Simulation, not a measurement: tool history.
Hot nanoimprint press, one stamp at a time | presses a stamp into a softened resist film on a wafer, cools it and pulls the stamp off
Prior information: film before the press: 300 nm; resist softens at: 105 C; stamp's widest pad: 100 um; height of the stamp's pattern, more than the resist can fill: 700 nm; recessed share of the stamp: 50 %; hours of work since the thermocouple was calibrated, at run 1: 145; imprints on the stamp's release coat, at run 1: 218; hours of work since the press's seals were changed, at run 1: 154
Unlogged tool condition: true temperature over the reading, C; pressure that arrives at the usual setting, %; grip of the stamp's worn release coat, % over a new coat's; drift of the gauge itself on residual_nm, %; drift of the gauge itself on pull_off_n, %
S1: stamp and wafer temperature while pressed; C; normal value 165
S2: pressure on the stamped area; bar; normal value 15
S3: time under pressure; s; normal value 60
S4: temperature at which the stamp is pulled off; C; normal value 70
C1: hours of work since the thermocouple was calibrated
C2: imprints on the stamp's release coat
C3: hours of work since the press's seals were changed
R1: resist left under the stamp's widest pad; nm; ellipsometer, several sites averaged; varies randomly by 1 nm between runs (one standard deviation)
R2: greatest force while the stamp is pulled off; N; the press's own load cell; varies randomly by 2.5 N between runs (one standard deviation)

run,day,S1,S2,S3,S4,C1,C2,C3,R1,R2
1,0,165,15,60,70,145,218,154,151.2,188
2,0.429,165,15,60,70,152,248,161,152.1,188
3,0.679,165,15,60,70,156,266,165,152.8,189
4,0.875,165,15,60,70,159,280,168,153.5,190
5,1.121,165,15,60,70,163,297,172,154.2,194
6,1.467,165,15,60,70,168,322,177,152.3,192
7,1.683,165,15,75,70,171,337,181,143.6,191
8,2.038,165,15,75,70,177,362,186,143.7,194
9,2.375,165,15,75,70,182,386,191,142,197
# day 2.525: plate thermocouple calibrated
10,2.742,165,15,75,70,3,403,195,145.6,198
11,3.146,165,15,75,70,10,432,201,146.1,190
12,3.412,165,15,75,70,14,451,205,143.1,195
13,3.608,169,16.8,50,73,17,465,208,138,189
# day 3.758: plate thermocouple calibrated, once more
14,4.004,165,15,97,77,4,484,213,129.2,177
15,4.371,157,14.8,48,70,9,510,218,209.3,193
16,4.762,165,9.7,60,75,16,538,224,183.2,182
17,5.196,168,13.8,60,70,22,568,231,141.8,196
18,5.6,168,13.8,60,70,29,597,237,143.9,201
# day 6.167: stamp cleaned and given a new release coat
19,6.2,168,22.6,60,64,34,3,243,110.2,195
20,6.562,164,12.4,31,60,40,28,248,205.9,207
21,6.946,164,12.4,31,60,46,55,254,206.1,212

Hidden condition of the tool, last listed run before each entry between runs versus first listed run after:
In the gap between runs 9 and 10: plate thermocouple calibrated (day 2.525)
  true temperature over the reading, C: -0.5 -> -0.84; pressure that arrives at the usual setting, %: 98.52 -> 98.49; grip of the stamp's worn release coat, % over a new coat's: 5.2 -> 5.5
  difference, measured minus the result without the unlogged condition, R1: +3.5 -> +5.1 nm; R2: +11 -> +12 N
In the gap between runs 13 and 14: plate thermocouple calibrated, once more (day 3.758)
  true temperature over the reading, C: -0.87 -> 0.06; pressure that arrives at the usual setting, %: 98.39 -> 98.36; grip of the stamp's worn release coat, % over a new coat's: 6.3 -> 6.6
  difference, measured minus the result without the unlogged condition, R1: +5.2 -> +0.9 nm; R2: +14 -> +11 N
In the gap between runs 18 and 19: stamp cleaned and given a new release coat (day 6.167)
  true temperature over the reading, C: -0.01 -> -0.03; pressure that arrives at the usual setting, %: 98.16 -> 98.12; grip of the stamp's worn release coat, % over a new coat's: 8.1 -> 0
  difference, measured minus the result without the unlogged condition, R1: +1.3 -> +1.9 nm; R2: +15 -> +0 N
